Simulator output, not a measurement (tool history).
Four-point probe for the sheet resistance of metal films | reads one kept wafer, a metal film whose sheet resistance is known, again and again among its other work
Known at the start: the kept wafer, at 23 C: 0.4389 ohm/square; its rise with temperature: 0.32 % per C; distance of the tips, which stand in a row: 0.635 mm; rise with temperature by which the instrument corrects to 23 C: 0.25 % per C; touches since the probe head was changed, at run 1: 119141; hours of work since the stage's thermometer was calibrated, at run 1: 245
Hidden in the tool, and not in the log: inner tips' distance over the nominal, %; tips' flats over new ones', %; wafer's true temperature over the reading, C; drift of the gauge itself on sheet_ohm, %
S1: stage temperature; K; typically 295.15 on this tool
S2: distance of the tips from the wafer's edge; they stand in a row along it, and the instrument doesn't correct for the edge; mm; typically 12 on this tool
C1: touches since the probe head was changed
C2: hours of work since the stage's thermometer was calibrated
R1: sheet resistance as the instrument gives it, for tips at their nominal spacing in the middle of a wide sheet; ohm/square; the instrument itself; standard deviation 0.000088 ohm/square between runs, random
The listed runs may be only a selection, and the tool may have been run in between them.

run    hour      S1  S2      C1    C2        R1
  1     0.0  295.15  12  119141   245  0.442773
  2    48.3  295.15  12  120810   272  0.442818
  3   146.8  295.15  12  124212   326  0.442886
  4   243.5  295.15  12  127553   379  0.442846
  5   297.8  295.15  12  129430   409  0.442961
  6   371.0  295.15  12  131958   449  0.442938
  7   419.1  300.15  12  133620   475  0.444386
  8   469.8  295.15  12  135372   503  0.443047
  9   537.9  295.15  12  137722   540  0.443144
 10   629.3  295.15  12  140880   590  0.442982
 11   728.2  295.15  12  144297   645  0.443296
 12   773.5  295.15  12  145861   669  0.443202
 13   820.6  304.15  12  147488   695  0.445783
 14   894.3  294.15  12  150034   736  0.443113
 15   959.0  294.15  12  152270   771  0.442946
 16  1039.7  294.15  12  155057   815  0.443296
 17  1085.6  294.15  12  156645   840  0.443135
 18  1181.1  305.15  12  159942   893  0.446358
 19  1232.8  301.15  12  161730   921  0.445198
 20  1298.7  295.15  12  164006   957  0.443615
 21  1366.0  295.15  12  166331   994  0.443570
 22  1440.6  295.15  70  168906  1035  0.442782
 23  1530.1  295.15  70  171998  1084  0.443125
 24  1611.1  297.15  24  174796  1128  0.443789
 25  1666.1  294.15  39  176696  1159  0.442990
 26  1751.0  300.15  15  179630  1205  0.445015
 27  1835.4  300.15  15  182546  1251  0.445127
 28  1880.8  300.15  15  184114  1276  0.445118
 29  1951.1  295.15  11  186543  1315  0.444167
 30  2052.5  291.15   4  190046  1370  0.448232
 31  2098.6  298.15  28  191638  1396  0.444095
     2108.4  -- new probe head fitted
 32  2155.0  291.15  15    1610  1426  0.436064
 33  2218.3  296.15  10    3799  1461  0.437961
 34  2263.5  303.15   5    5360  1486  0.442679
 35  2318.3  292.15  54    7254  1516  0.436108
     2330.5  -- stage's thermometer calibrated
 36  2392.0  296.15  17    9780    34  0.438217
 37  2492.0  298.15  24   13235    89  0.438523
 38  2585.6  300.15   4   16467   140  0.444697
 39  2691.1  302.15  12   20115   198  0.440140
 40  2795.1  302.15  12   23708   255  0.440200
 41  2875.7  302.15  12   26489   299  0.440129
 42  2942.8  294.15   6   28808   336  0.439985
 43  3009.1  294.15  29   31099   372  0.437569
 44  3074.7  305.15  41   33366   408  0.440846
 45  3181.6  299.15   4   37058   467  0.444883

A few steps of R1 between consecutive runs. Split each: what settings, incoming material and random variation would produce without the hidden state, and what is left over for the hidden state, along with gauge scatter present in only one of the two compared results (measured, and without hidden state):
Run 17 -> 18: S1 294.15 -> 305.15. R1 +0.003223 ohm/square: hidden state +0.000093, all else +0.003130.
Run 31 -> 32: S1 298.15 -> 291.15, S2 28 -> 15, new probe head fitted. R1 -0.008031 ohm/square: hidden state -0.006705, all else -0.001326.
Run 34 -> 35: S1 303.15 -> 292.15, S2 5 -> 54. R1 -0.006571 ohm/square: hidden state +0.000042, all else -0.006613.
Run 35 -> 36: S1 292.15 -> 296.15, S2 54 -> 17, stage's thermometer calibrated. R1 +0.002109 ohm/square: hidden state +0.000577, all else +0.001532.
Run 37 -> 38: S1 298.15 -> 300.15, S2 24 -> 4. R1 +0.006174 ohm/square: hidden state +0.000046, all else +0.006128.
